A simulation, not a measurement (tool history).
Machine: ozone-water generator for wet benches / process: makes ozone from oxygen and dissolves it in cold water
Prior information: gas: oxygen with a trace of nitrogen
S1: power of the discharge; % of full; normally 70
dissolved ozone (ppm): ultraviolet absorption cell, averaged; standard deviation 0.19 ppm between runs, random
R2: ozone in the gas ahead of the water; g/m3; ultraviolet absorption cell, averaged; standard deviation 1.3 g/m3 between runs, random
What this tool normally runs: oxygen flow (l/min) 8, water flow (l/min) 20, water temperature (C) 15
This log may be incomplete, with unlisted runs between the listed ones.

Run 1, hour 0: usual settings. Result: dissolved ozone (ppm) 21.1, R2 210.9 g/m3.
Run 2, hour 124.7: usual settings. Result: dissolved ozone (ppm) 21.5, R2 211.9 g/m3.
Run 3, hour 263.3: usual settings. Result: dissolved ozone (ppm) 21.4, R2 210.5 g/m3.
At hour 380: contactor cleaned.
Run 4, hour 400.2: usual settings. Result: dissolved ozone (ppm) 24.2, R2 210.1 g/m3.
Run 5, hour 489.4: usual settings but oxygen flow (l/min) 13.31. Result: dissolved ozone (ppm) 20.9, R2 149.6 g/m3.
Run 6, hour 661.5: usual settings but oxygen flow (l/min) 13.31. Result: dissolved ozone (ppm) 20.9, R2 148.7 g/m3.
At hour 725: water thermometer calibrated.
Run 7, hour 775.6: usual settings but S1 98 % of full. Result: dissolved ozone (ppm) 28.8, R2 253.4 g/m3.
Run 8, hour 874.8: usual settings but S1 98 % of full. Result: dissolved ozone (ppm) 28.2, R2 252.1 g/m3.
Run 9, hour 1008.8: usual settings but S1 42 % of full. Result: dissolved ozone (ppm) 18, R2 158.1 g/m3.
Run 10, hour 1099.7: usual settings but S1 42 % of full. Result: dissolved ozone (ppm) 17.8, R2 157 g/m3.
Run 11, hour 1192.8: usual settings. Result: dissolved ozone (ppm) 23.5, R2 209.2 g/m3.
Run 12, hour 1377.2: usual settings. Result: dissolved ozone (ppm) 23.5, R2 205.9 g/m3.
Run 13, hour 1532: usual settings but water flow (l/min) 21. Result: dissolved ozone (ppm) 22.4, R2 205.8 g/m3.
Run 14, hour 1715.9: usual settings but oxygen flow (l/min) 8.02. Result: dissolved ozone (ppm) 23.2, R2 204.4 g/m3.
Run 15, hour 1881: usual settings but oxygen flow (l/min) 8.02. Result: dissolved ozone (ppm) 23, R2 204.9 g/m3.
Run 16, hour 1978: usual settings but water flow (l/min) 28. Result: dissolved ozone (ppm) 17.6, R2 201.8 g/m3.
Run 17, hour 2160: usual settings but water flow (l/min) 28. Result: dissolved ozone (ppm) 17.6, R2 202.9 g/m3.
Run 18, hour 2308.3: usual settings but water temperature (C) 13. Result: dissolved ozone (ppm) 23.5, R2 204.3 g/m3.
Run 19, hour 2419: usual settings but oxygen flow (l/min) 10.31. Result: dissolved ozone (ppm) 21.6, R2 171.2 g/m3.
Run 20, hour 2602.2: usual settings but water temperature (C) 9. Result: dissolved ozone (ppm) 24.7, R2 202.3 g/m3.
Run 21, hour 2710.8: usual settings but S1 57 % of full, water temperature (C) 9. Result: dissolved ozone (ppm) 22.5, R2 183.2 g/m3.
Run 22, hour 2805.2: usual settings but S1 78 % of full, oxygen flow (l/min) 13.6, water flow (l/min) 23, water temperature (C) 9. Result: dissolved ozone (ppm) 21.1, R2 147.5 g/m3.
Run 23, hour 2984.5: usual settings but S1 56 % of full, oxygen flow (l/min) 13.6, water flow (l/min) 23, water temperature (C) 13. Result: dissolved ozone (ppm) 16.2, R2 125.8 g/m3.
Run 24, hour 3101.4: usual settings but S1 72 % of full, water flow (l/min) 27. Result: dissolved ozone (ppm) 17.8, R2 203 g/m3.
Run 25, hour 3212: usual settings but S1 72 % of full, oxygen flow (l/min) 8.48, water flow (l/min) 18, water temperature (C) 18. Result: dissolved ozone (ppm) 22.9, R2 198.2 g/m3.
Run 26, hour 3310.4: usual settings but S1 72 % of full, oxygen flow (l/min) 8.48, water flow (l/min) 31, water temperature (C) 7. Result: dissolved ozone (ppm) 17.5, R2 195.2 g/m3.
Run 27, hour 3385.4: usual settings but S1 72 % of full, oxygen flow (l/min) 8.48, water flow (l/min) 31, water temperature (C) 7. Result: dissolved ozone (ppm) 17.2, R2 195.6 g/m3.

Run 28, settings as shown, results not yet in. Your forecast:
Run 28, hour 3460.2: usual settings but S1 100 % of full, oxygen flow (l/min) 8.2, water flow (l/min) 31, water temperature (C) 14. Result: dissolved ozone (ppm) ?, R2 ?.

{"run 28": {"dissolved ozone (ppm)": 18.8, "R2": 239.1}}
Were there no unlogged condition in the tool, this run, its random variation unchanged, would have produced dissolved ozone (ppm) 23.6, R2 289 g/m3.
